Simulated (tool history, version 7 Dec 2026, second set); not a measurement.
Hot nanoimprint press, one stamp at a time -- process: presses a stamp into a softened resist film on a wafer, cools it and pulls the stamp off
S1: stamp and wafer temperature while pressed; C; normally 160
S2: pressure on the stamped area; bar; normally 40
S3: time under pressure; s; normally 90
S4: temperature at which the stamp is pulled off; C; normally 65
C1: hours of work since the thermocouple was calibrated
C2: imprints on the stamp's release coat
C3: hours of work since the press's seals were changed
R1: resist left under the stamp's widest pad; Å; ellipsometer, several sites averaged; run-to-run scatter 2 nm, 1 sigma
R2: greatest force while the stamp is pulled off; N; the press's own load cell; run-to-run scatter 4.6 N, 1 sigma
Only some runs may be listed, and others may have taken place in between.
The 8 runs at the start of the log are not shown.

run 9 hour=99.4 | S1=160 S2=40 S3=90 S4=65 | C1=296 C2=1084 C3=376 | R1=3016 R2=257
run 10 hour=115.3 | S1=160 S2=40 S3=90 S4=65 | C1=304 C2=1141 C3=384 | R1=3034 R2=254
run 11 hour=124.3 | S1=160 S2=40 S3=90 S4=65 | C1=308 C2=1174 C3=389 | R1=2996 R2=263
run 12 hour=141.5 | S1=160 S2=40 S3=90 S4=65 | C1=316 C2=1236 C3=397 | R1=3000 R2=253
run 13 hour=149.6 | S1=160 S2=40 S3=146 S4=65 | C1=320 C2=1265 C3=401 | R1=2468 R2=253
run 14 hour=165.3 | S1=160 S2=60.2 S3=90 S4=65 | C1=328 C2=1322 C3=409 | R1=2515 R2=251
run 15 hour=173.1 | S1=160 S2=40 S3=90 S4=59 | C1=332 C2=1350 C3=413 | R1=2994 R2=273
run 16 hour=187.6 | S1=151 S2=52.7 S3=81 S4=63 | C1=339 C2=1403 C3=420 | R1=4595 R2=268
run 17 hour=197.7 | S1=151 S2=52.7 S3=81 S4=63 | C1=344 C2=1439 C3=425 | R1=4554 R2=268
run 18 hour=214.8 | S1=169 S2=52.7 S3=103 S4=63 | C1=353 C2=1501 C3=433 | R1=1449 R2=271
run 19 hour=233.6 | S1=164 S2=27.9 S3=109 S4=59 | C1=362 C2=1569 C3=443 | R1=2494 R2=274
run 20 hour=251.2 | S1=164 S2=55.5 S3=109 S4=69 | C1=370 C2=1633 C3=451 | R1=1882 R2=248
run 21 hour=262.2 | S1=164 S2=55.5 S3=126 S4=69 | C1=376 C2=1673 C3=457 | R1=1710 R2=253
run 22 hour=280.9 | S1=164 S2=55.5 S3=121 S4=62 | C1=385 C2=1741 C3=466 | R1=1754 R2=285
run 23 hour=291.2 | S1=161 S2=40 S3=131 S4=65 | C1=390 C2=1778 C3=471 | R1=2374 R2=281
run 24 hour=300.6 | S1=170 S2=59.4 S3=99 S4=53 | C1=395 C2=1812 C3=476 | R1=1308 R2=301
run 25 hour=318.5 | S1=151 S2=40 S3=120 S4=65 | C1=404 C2=1876 C3=484 | R1=4336 R2=274
run 26 hour=336.8 | S1=150 S2=40 S3=90 S4=65 | C1=413 C2=1943 C3=493 | R1=4959 R2=269
run 27 hour=352.9 | S1=160 S2=40 S3=90 S4=65 | C1=421 C2=2001 C3=501 | R1=2943 R2=271
run 28 hour=365.4 | S1=160 S2=40 S3=90 S4=65 | C1=427 C2=2046 C3=507 | R1=2927 R2=279
run 29 hour=379.7 | S1=160 S2=40 S3=90 S4=65 | C1=434 C2=2098 C3=515 | R1=2901 R2=264
run 30 hour=390.9 | S1=165 S2=40 S3=90 S4=59 | C1=439 C2=2139 C3=520 | R1=2186 R2=296

4 options for the next run, each taken on its own from the tool as it stands now. Forecast them:
run A hour=401.6 | S1=153 S2=40 S3=126 S4=64 | C1=445 C2=2177 C3=525 | R1=? R2=?
run B hour=401.6 | S1=166 S2=40 S3=155 S4=59 | C1=445 C2=2177 C3=525 | R1=? R2=?
run C hour=401.6 | S1=165 S2=53.5 S3=90 S4=57 | C1=445 C2=2177 C3=525 | R1=? R2=?
run D hour=401.6 | S1=160 S2=40 S3=90 S4=65 | C1=445 C2=2177 C3=525 | R1=? R2=?

run=A R1=3796 R2=271
run=B R1=1612 R2=292
run=C R1=1917 R2=290
run=D R1=2920 R2=284
Had the tool no hidden state, the same runs would have come out as:
run=A R1=4160 R2=223
run=B R1=1786 R2=240
run=C R1=2115 R2=238
run=D R1=3219 R2=234
